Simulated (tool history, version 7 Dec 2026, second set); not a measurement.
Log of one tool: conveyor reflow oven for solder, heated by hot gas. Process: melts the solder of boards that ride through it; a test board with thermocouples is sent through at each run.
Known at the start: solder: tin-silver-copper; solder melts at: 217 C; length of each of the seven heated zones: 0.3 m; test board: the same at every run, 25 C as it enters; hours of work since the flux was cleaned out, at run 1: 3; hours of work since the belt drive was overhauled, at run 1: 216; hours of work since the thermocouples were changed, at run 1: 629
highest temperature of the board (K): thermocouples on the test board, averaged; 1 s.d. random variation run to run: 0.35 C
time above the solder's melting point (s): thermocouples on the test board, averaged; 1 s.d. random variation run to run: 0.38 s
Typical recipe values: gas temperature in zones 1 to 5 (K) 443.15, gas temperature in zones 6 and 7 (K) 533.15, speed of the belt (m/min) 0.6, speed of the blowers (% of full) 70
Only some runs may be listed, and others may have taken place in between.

| run | day | gas temperature in zones 1 to 5 (K) | gas temperature in zones 6 and 7 (K) | speed of the belt (m/min) | speed of the blowers (% of full) | hours of work since the flux was cleaned out | hours of work since the belt drive was overhauled | hours of work since the thermocouples were changed | highest temperature of the board (K) | time above the solder's melting point (s) |
|---|---|---|---|---|---|---|---|---|---|---|
| 1 | 0 | 443.15 | 533.15 | 0.6 | 70 | 3 | 216 | 629 | 513.75 | 34.4 |
| 2 | 0.288 | 443.15 | 533.15 | 0.6 | 70 | 7 | 220 | 633 | 513.85 | 33.9 |
| 3 | 0.6 | 443.15 | 533.15 | 0.6 | 70 | 12 | 224 | 638 | 513.65 | 34.5 |
| 4 | 1.2 | 443.15 | 533.15 | 0.6 | 70 | 20 | 233 | 646 | 514.25 | 34.7 |
| 5 | 1.629 | 443.15 | 533.15 | 0.6 | 70 | 26 | 239 | 652 | 513.75 | 33.9 |
| 6 | 1.888 | 443.15 | 533.15 | 0.6 | 64 | 30 | 243 | 656 | 512.05 | 30.8 |
| 7 | 2.454 | 443.15 | 533.15 | 0.6 | 64 | 38 | 251 | 664 | 510.45 | 32 |
| 8 | 2.8 | 443.15 | 533.15 | 0.6 | 64 | 43 | 256 | 669 | 510.55 | 31.7 |
| 9 | 3.104 | 443.15 | 533.15 | 0.6 | 76 | 47 | 260 | 673 | 515.85 | 36.7 |
| 10 | 3.608 | 443.15 | 533.15 | 0.6 | 76 | 54 | 267 | 681 | 515.35 | 36.3 |
| 11 | 4.188 | 443.15 | 533.15 | 0.6 | 76 | 63 | 275 | 689 | 515.85 | 36.5 |
|  | 4.429 | flux residue cleaned out of gas plates and filters |
| 12 | 4.683 | 443.15 | 539.15 | 0.668 | 70 | 4 | 279 | 693 | 512.95 | 29.4 |
| 13 | 5.2 | 443.15 | 539.15 | 0.668 | 70 | 11 | 287 | 700 | 513.15 | 29.4 |
| 14 | 5.579 | 451.15 | 539.15 | 0.499 | 70 | 16 | 292 | 706 | 526.15 | 56.2 |
| 15 | 5.958 | 451.15 | 539.15 | 0.499 | 56 | 22 | 298 | 711 | 520.45 | 50.4 |
| 16 | 6.317 | 451.15 | 533.15 | 0.499 | 73 | 27 | 303 | 716 | 521.45 | 53.7 |
| 17 | 6.862 | 451.15 | 533.15 | 0.499 | 73 | 35 | 311 | 724 | 521.45 | 52.5 |
| 18 | 7.342 | 428.15 | 528.15 | 0.6 | 70 | 41 | 317 | 731 | 505.05 | 22.4 |
|  | 7.588 | flux residue cleaned out of gas plates and filters, once more |
| 19 | 8.138 | 428.15 | 528.15 | 0.6 | 70 | 8 | 326 | 739 | 506.35 | 24.6 |
| 20 | 8.542 | 446.15 | 544.15 | 0.71 | 59 | 14 | 331 | 745 | 510.55 | 24.4 |
| 21 | 8.979 | 446.15 | 544.15 | 0.71 | 59 | 20 | 338 | 751 | 510.15 | 25.1 |
| 22 | 9.333 | 449.15 | 533.15 | 0.6 | 90 | 25 | 343 | 756 | 520.95 | 43.3 |

Here are 4 independent what-if runs from the current tool condition. What would each one return?
| A | 9.854 | 443.15 | 527.15 | 0.632 | 70 | 32 | 350 | 764 | ? | ? |
| B | 9.854 | 452.15 | 546.15 | 0.6 | 72 | 32 | 350 | 764 | ? | ? |
| C | 9.854 | 440.15 | 533.15 | 0.713 | 66 | 32 | 350 | 764 | ? | ? |
| D | 9.854 | 449.15 | 537.15 | 0.6 | 90 | 32 | 350 | 764 | ? | ? |

| run | highest temperature of the board (K) | time above the solder's melting point (s) |
|---|---|---|
| A | 507.55 | 25.9 |
| B | 527.75 | 45.8 |
| C | 503.35 | 18.1 |
| D | 524.95 | 45.3 |
The same runs, with their run-to-run variation unchanged, on a tool lacking any hidden condition would have given:
| run | highest temperature of the board (K) | time above the solder's melting point (s) |
|---|---|---|
| A | 505.85 | 24.1 |
| B | 525.95 | 44.6 |
| C | 501.85 | 16.6 |
| D | 523.15 | 44.2 |
